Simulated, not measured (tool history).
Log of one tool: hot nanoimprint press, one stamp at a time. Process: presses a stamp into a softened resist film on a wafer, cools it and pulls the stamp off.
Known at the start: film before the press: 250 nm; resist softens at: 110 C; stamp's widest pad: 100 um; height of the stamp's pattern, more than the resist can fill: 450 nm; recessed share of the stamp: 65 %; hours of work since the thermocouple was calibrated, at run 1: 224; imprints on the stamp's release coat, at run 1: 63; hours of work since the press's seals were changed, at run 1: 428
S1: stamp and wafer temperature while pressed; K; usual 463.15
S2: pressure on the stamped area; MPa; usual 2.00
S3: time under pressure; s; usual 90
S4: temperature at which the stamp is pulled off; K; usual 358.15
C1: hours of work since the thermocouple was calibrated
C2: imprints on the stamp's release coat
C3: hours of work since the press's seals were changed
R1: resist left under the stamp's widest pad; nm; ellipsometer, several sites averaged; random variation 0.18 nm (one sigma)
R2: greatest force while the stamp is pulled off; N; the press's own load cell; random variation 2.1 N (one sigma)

run 1 hour=0.0 | S1=463.15 S2=2.00 S3=90 S4=358.15 | C1=224 C2=63 C3=428 | R1=140.8 R2=204
run 2 hour=56.2 | S1=463.15 S2=2.00 S3=79 S4=358.15 | C1=252 C2=248 C3=456 | R1=145.4 R2=206
-- hour=90.7 plate thermocouple calibrated
run 3 hour=111.7 | S1=463.15 S2=2.00 S3=90 S4=358.15 | C1=10 C2=421 C3=482 | R1=145.4 R2=214
run 4 hour=165.0 | S1=463.15 S2=2.00 S3=90 S4=358.15 | C1=37 C2=597 C3=508 | R1=145.1 R2=217
run 5 hour=197.4 | S1=463.15 S2=2.00 S3=90 S4=358.15 | C1=53 C2=704 C3=524 | R1=144.8 R2=214
run 6 hour=230.4 | S1=463.15 S2=2.00 S3=90 S4=358.15 | C1=69 C2=812 C3=541 | R1=144.4 R2=221
run 7 hour=263.1 | S1=463.15 S2=2.00 S3=90 S4=358.15 | C1=85 C2=920 C3=557 | R1=144.3 R2=221
-- hour=319.3 press's hydraulic seals changed and the load cell set to zero
run 8 hour=324.6 | S1=470.15 S2=2.00 S3=90 S4=358.15 | C1=112 C2=1096 C3=3 | R1=118.7 R2=229
run 9 hour=355.4 | S1=470.15 S2=2.00 S3=90 S4=358.15 | C1=127 C2=1198 C3=18 | R1=118.3 R2=229
run 10 hour=409.5 | S1=463.15 S2=2.00 S3=98 S4=358.15 | C1=154 C2=1376 C3=45 | R1=137.7 R2=235
run 11 hour=440.5 | S1=463.15 S2=2.00 S3=98 S4=358.15 | C1=170 C2=1479 C3=60 | R1=137.5 R2=235
run 12 hour=472.8 | S1=463.15 S2=2.00 S3=98 S4=358.15 | C1=186 C2=1585 C3=76 | R1=136.9 R2=237
-- hour=497.8 stamp cleaned and given a new release coat
run 13 hour=518.1 | S1=463.15 S2=3.07 S3=98 S4=358.15 | C1=205 C2=66 C3=96 | R1=108.8 R2=204
run 14 hour=542.0 | S1=463.15 S2=3.07 S3=98 S4=358.15 | C1=217 C2=145 C3=107 | R1=108.4 R2=204
run 15 hour=565.1 | S1=463.15 S2=3.07 S3=98 S4=358.15 | C1=228 C2=222 C3=119 | R1=108.6 R2=207
run 16 hour=593.1 | S1=463.15 S2=2.00 S3=172 S4=358.15 | C1=242 C2=314 C3=133 | R1=115.1 R2=205
run 17 hour=639.4 | S1=463.15 S2=2.00 S3=172 S4=358.15 | C1=265 C2=467 C3=156 | R1=114.8 R2=212
-- hour=647.4 plate thermocouple calibrated
run 18 hour=691.4 | S1=475.15 S2=3.11 S3=61 S4=362.15 | C1=22 C2=628 C3=180 | R1=93.4 R2=211
run 19 hour=742.0 | S1=475.15 S2=2.22 S3=61 S4=362.15 | C1=47 C2=795 C3=205 | R1=113.4 R2=213
run 20 hour=769.7 | S1=461.15 S2=3.15 S3=149 S4=359.15 | C1=61 C2=886 C3=219 | R1=101.4 R2=216
run 21 hour=803.6 | S1=461.15 S2=3.15 S3=149 S4=359.15 | C1=78 C2=998 C3=236 | R1=101.4 R2=222
run 22 hour=832.2 | S1=457.15 S2=2.00 S3=57 S4=347.15 | C1=92 C2=1092 C3=250 | R1=183.9 R2=248
run 23 hour=870.4 | S1=462.15 S2=1.34 S3=90 S4=358.15 | C1=111 C2=1218 C3=269 | R1=174.7 R2=229
run 24 hour=895.0 | S1=462.15 S2=1.34 S3=90 S4=358.15 | C1=123 C2=1299 C3=281 | R1=174.7 R2=233
run 25 hour=941.9 | S1=460.15 S2=2.94 S3=135 S4=348.15 | C1=146 C2=1454 C3=304 | R1=111.8 R2=258
run 26 hour=974.4 | S1=463.15 S2=2.97 S3=122 S4=346.15 | C1=162 C2=1561 C3=321 | R1=104.8 R2=263
-- hour=1008.1 stamp cleaned and given a new release coat
run 27 hour=1026.5 | S1=460.15 S2=2.52 S3=160 S4=351.15 | C1=185 C2=61 C3=343 | R1=114.6 R2=217
run 28 hour=1081.0 | S1=460.15 S2=3.02 S3=160 S4=344.15 | C1=212 C2=241 C3=370 | R1=103.4 R2=232
run 29 hour=1110.4 | S1=460.15 S2=3.02 S3=160 S4=344.15 | C1=227 C2=338 C3=385 | R1=103.1 R2=236

How the hidden state differs across the entries between the runs, from the last listed run before each to the first after it:
Between runs 2 and 3: plate thermocouple calibrated (hour 90.7)
  true temperature over the reading, C: 1.37 -> 0.05; pressure that arrives at the usual setting, %: 97.26 -> 97.08; grip of the stamp's worn release coat, % over a new coat's: 2.8 -> 4.8
  measured less the result without the state, R1: -2.9 -> +2.0 nm; R2: +3 -> +10 N
Between runs 7 and 8: press's hydraulic seals changed and the load cell set to zero (hour 319.3)
  true temperature over the reading, C: 0.42 -> 0.54; pressure that arrives at the usual setting, %: 96.55 -> 99.55; grip of the stamp's worn release coat, % over a new coat's: 10.7 -> 12.7
  measured less the result without the state, R1: +1.1 -> -1.4 nm; R2: +21 -> +25 N
Between runs 12 and 13: stamp cleaned and given a new release coat (hour 497.8)
  true temperature over the reading, C: 0.89 -> 0.98; pressure that arrives at the usual setting, %: 99.04 -> 98.9; grip of the stamp's worn release coat, % over a new coat's: 18.5 -> 0.8
  measured less the result without the state, R1: -2.5 -> -2.0 nm; R2: +36 -> +0 N
Between runs 17 and 18: plate thermocouple calibrated (hour 647.4)
  true temperature over the reading, C: 1.27 -> 0.18; pressure that arrives at the usual setting, %: 98.46 -> 98.28; grip of the stamp's worn release coat, % over a new coat's: 5.4 -> 7.2
  measured less the result without the state, R1: -3.1 -> +1.1 nm; R2: +9 -> +14 N
Between runs 26 and 27: stamp cleaned and given a new release coat (hour 1008.1)
  true temperature over the reading, C: 0.89 -> 1; pressure that arrives at the usual setting, %: 97.31 -> 97.15; grip of the stamp's worn release coat, % over a new coat's: 18.2 -> 0.7
  measured less the result without the state, R1: -0.2 -> -1.0 nm; R2: +39 -> +0 N
